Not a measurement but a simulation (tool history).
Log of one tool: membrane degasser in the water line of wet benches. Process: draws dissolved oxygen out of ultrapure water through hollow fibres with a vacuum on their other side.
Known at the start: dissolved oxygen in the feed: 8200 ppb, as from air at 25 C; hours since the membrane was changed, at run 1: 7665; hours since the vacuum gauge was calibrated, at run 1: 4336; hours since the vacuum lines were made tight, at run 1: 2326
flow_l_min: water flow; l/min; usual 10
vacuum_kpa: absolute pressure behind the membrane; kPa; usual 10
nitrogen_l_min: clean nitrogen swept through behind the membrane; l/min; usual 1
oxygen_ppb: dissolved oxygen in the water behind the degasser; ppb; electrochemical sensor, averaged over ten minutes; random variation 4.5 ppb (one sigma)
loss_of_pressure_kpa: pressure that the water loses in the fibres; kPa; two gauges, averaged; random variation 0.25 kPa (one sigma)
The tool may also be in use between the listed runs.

run    hour  flow_l_min  vacuum_kpa  nitrogen_l_min  hours since the membrane was changed  hours since the vacuum gauge was calibrated  hours since the vacuum lines were made tight  oxygen_ppb  loss_of_pressure_kpa
  1       0          10          10               1                                  7665                                         4336                                          2326       569.7                 74.73
  2   144.4          10          10               1                                  7809                                         4481                                          2470       556.1                 75.17
  3     252          10          10               1                                  7917                                         4588                                          2578       563.5                 74.66
  4   468.1          10          10               1                                  8133                                         4804                                          2794       579.2                 75.38
  5   657.5          10          10               1                                  8322                                         4994                                          2984       577.9                 75.17
  6   845.9          10          10               1                                  8511                                         5182                                          3172       576.7                    75
  7   991.1           7          10               1                                  8656                                         5327                                          3317       382.7                 52.85
  8  1165.2           7          10               1                                  8830                                         5502                                          3491       387.2                  53.2
  9  1315.3          15          10               1                                  8980                                         5652                                          3641         898                114.34
 10  1491.9          15          10               1                                  9157                                         5828                                          3818       901.9                114.96
 11  1738.2          10        14.1               1                                  9403                                         6075                                          4064       685.9                 76.09
 12  1868.4          10          10             2.4                                  9533                                         6205                                          4195       514.1                 76.25
 13  2054.6          13          10             2.4                                  9720                                         6391                                          4381       680.3                 99.05
 14    2207          10          10            1.84                                  9872                                         6543                                          4533       536.5                 77.17
 15  2361.6          10          10            1.84                                 10027                                         6698                                          4688       541.6                 77.32
     2448.2  -- vacuum gauge calibrated
 16  2594.8          10          10            1.84                                 10259                                          147                                          4920       542.6                 77.45
     2654.5  -- membrane cartridge changed
 17    2826          10          10            1.31                                   172                                          374                                          5148       418.9                  67.6
     2874.2  -- seals of the vacuum lines changed
 18  2980.2          10          10            1.31                                   324                                          526                                           106       417.2                 68.07
 19  3088.3          10          10            1.36                                   432                                          634                                           214       411.7                 67.65
 20  3210.9          10          10            1.36                                   554                                          757                                           337       414.7                 68.15
 21  3465.6          10          10            1.13                                   809                                         1011                                           591       437.8                 68.33
 22    3642          10        15.6               1                                   986                                         1188                                           768       582.8                 67.84
 23  3834.9          10         9.4            0.51                                  1178                                         1381                                           961       565.1                 68.41
 24  4069.5          10         9.7            2.55                                  1413                                         1615                                          1195       371.9                 68.72
 25  4288.5          11          13            0.46                                  1632                                         1834                                          1414       809.5                 75.86
 26  4506.5          12        10.2               1                                  1850                                         2052                                          1632       580.9                 82.89
 27  4649.7          12        10.2               1                                  1993                                         2196                                          1776       588.9                 83.09
 28  4857.1          12        10.2               1                                  2201                                         2403                                          1983       583.3                  83.5
 29  4999.5          15        13.3            1.91                                  2343                                         2545                                          2125       702.1                104.81
 30  5234.7          12          20               1                                  2578                                         2780                                          2361       837.2                 83.41
 31  5374.9          10          10            2.78                                  2718                                         2921                                          2501       391.7                 70.05
 32  5498.2          10          20            1.28                                  2842                                         3044                                          2624       622.3                 69.69
 33  5635.9          16         6.8               1                                  2979                                         3182                                          2762       713.9                112.52

Measured less the same run without the tool's hidden state. The same run-to-run variation is in both; the gauge's scatter may not be:
The hidden state here: membrane still open, %; true pressure behind the membrane over the reading, kPa; air that leaks in behind the membrane, l/min; drift of the gauge itself on oxygen_ppb, %; drift of the gauge itself on loss_of_pressure_kpa, %.
run  oxygen_ppb  loss_of_pressure_kpa
  1      +117.2                 +7.11
  2      +116.4                 +7.25
  3      +119.6                 +7.34
  4      +126.2                 +7.57
  5      +128.9                 +7.75
  6      +131.5                 +7.93
  7       +97.8                 +5.69
  8      +100.7                 +5.81
  9      +190.6                +12.78
 10      +195.3                +13.12
 11      +150.4                 +8.95
 12      +149.7                 +9.12
 13      +185.2                +12.04
 14        +156                 +9.53
 15      +159.6                 +9.68
 16      +159.1                 +9.96
 17          +7                 +0.16
 18        +4.7                 +0.29
 19        +6.1                 +0.37
 20          +8                 +0.49
 21       +11.9                 +0.72
 22       +14.8                 +0.86
 23       +19.6                 +1.05
 24       +19.6                 +1.26
 25       +28.5                 +1.57
 26       +32.1                 +1.95
 27       +34.9                 +2.11
 28       +38.1                 +2.34
 29       +45.9                 +3.13
 30       +45.9                 +2.76
 31       +38.9                 +2.46
 32       +43.8                 +2.55
 33       +65.9                 +4.31
